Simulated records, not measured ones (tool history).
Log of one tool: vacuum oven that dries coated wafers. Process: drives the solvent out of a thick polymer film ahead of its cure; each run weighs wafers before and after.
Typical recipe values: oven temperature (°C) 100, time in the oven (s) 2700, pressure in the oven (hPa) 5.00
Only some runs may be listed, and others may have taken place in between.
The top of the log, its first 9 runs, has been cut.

run	hour	oven temperature (°C)	time in the oven (s)	pressure in the oven (hPa)	hours of work since the thermocouples were calibrated	hours of work since the vacuum gauge was cleaned of residue	solvent left in the film (%)
10	96.6	100	2700	5.00	1034	235	1.75
11	111.0	100	2700	12.76	1041	242	2.02
12	118.8	100	2700	12.76	1045	246	2.02
13	129.8	100	2700	12.76	1050	251	1.98
14	139.5	100	2700	12.76	1055	256	1.96
15	154.1	100	2700	5.00	1062	263	1.77
16	164.4	100	2700	5.00	1067	268	1.79
17	178.5	100	2700	5.00	1074	275	1.76
18	195.3	100	2400	13.85	1082	283	2.46
19	204.3	100	4500	3.73	1086	287	0.48
20	214.6	100	4500	3.73	1091	293	0.54
21	223.5	100	4500	3.73	1096	297	0.47
22	234.2	100	2700	11.44	1101	302	1.93
23	242.8	112	2700	4.90	1105	306	0.23
24	258.8	100	2700	4.23	1113	314	1.72
25	266.8	100	2220	2.89	1117	318	2.41
26	282.0	99	3780	3.92	1124	325	0.93
27	289.6	99	3780	3.92	1128	329	0.94
28	296.6	113	3960	8.08	1131	333	0.19
29	303.7	113	3600	11.25	1135	336	0.27
30	316.6	108	2100	3.75	1141	342	0.90
31	332.0	108	2100	3.75	1149	350	0.91

Run 32 has not been measured yet. What should we expect?
32	348.6	92	1740	4.05	1157	358	?

solvent left in the film (%): 6.71
The same run, on a tool lacking any hidden state, would have yielded solvent left in the film (%) 7.32.
